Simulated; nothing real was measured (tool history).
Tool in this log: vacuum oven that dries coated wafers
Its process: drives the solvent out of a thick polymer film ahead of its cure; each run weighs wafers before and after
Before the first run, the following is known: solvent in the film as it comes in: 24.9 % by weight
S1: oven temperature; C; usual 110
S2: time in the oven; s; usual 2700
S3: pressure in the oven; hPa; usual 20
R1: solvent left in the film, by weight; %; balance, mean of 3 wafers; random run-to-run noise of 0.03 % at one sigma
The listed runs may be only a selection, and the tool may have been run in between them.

run,hour,S1,S2,S3,R1
1,0,110,2700,20,2.06
2,51.9,110,2700,20,2.06
3,114.7,110,2700,27.3,2.29
4,176.7,110,3540,27.3,1.5
5,212.3,110,3540,27.3,1.49
6,283.7,110,2700,20,2
7,333,110,2700,36,2.55
8,386.8,110,2700,36,2.55
9,423.2,110,2700,36,2.62
10,456.8,110,2700,15.7,1.84
11,520.6,110,2700,15.7,1.85
12,554.8,110,4440,20,0.96
13,592.3,110,4440,20,0.92
# hour 627.1: oven's thermocouples calibrated
14,635.9,110,4440,20,0.92
15,696.7,110,2700,38,2.65
16,745.5,122,2700,20.1,0.7
17,788.5,122,2700,20.1,0.69
18,844.6,112,1920,48.7,3.86
19,899.2,108,3420,25.3,1.76
20,949.7,108,3420,25.3,1.78
21,994.5,123,2820,25.3,0.7
22,1057.9,112,2280,25.3,2.41
23,1102,111,3180,30.2,1.69
24,1154.2,111,3180,30.2,1.71
25,1209.8,110,1860,20,3.72
26,1244.2,110,1860,20,3.7
27,1281.1,100,3480,59.8,4.94
28,1351.8,114,2700,20,1.38
29,1401.3,95,1560,43.4,10.64

Alternative continuations, all from the tool just after run 29; predict every row:
A,1469.3,121,2700,12.1,?
B,1469.3,110,3000,20,?
C,1469.3,110,2100,42.3,?
D,1469.3,95,3120,50.6,?

run,R1
A,0.52
B,1.64
C,3.71
D,6.56
Take away the tool's hidden state, keep each run's random variation, and the runs would have read:
run,R1
A,0.52
B,1.63
C,3.71
D,6.55
